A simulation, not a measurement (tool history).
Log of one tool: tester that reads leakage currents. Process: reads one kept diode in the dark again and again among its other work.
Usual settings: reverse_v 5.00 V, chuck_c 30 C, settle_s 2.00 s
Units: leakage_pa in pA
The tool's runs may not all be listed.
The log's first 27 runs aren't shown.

run	hour	reverse_v	chuck_c	settle_s	leakage_pa
28	922.4	7.54	39	1.01	482.65
29	960.4	7.54	39	1.01	482.29
30	996.5	7.54	43	1.01	683.75
31	1035.3	6.47	37	4.19	379.08
32	1071.0	2.37	33	2.00	182.18
33	1104.0	2.37	33	2.00	182.05
34	1127.3	10.19	33	1.48	318.02
35	1159.7	12.37	58	0.48	2795.77
36	1191.9	12.37	58	0.66	2769.05
37	1235.2	12.37	58	0.66	2776.28
38	1275.0	2.94	43	0.49	477.48
39	1300.1	9.15	60	9.24	2906.70

Forecast each of these 3 alternatives for the next run:
A	1327.8	9.15	39	8.52	?
B	1327.8	5.00	30	2.73	?
C	1327.8	12.81	30	2.00	?

run	leakage_pa
A	513.15
B	183.90
C	264.11
Without the tool's hidden state the same runs would have given:
run	leakage_pa
A	531.90
B	190.25
C	270.32
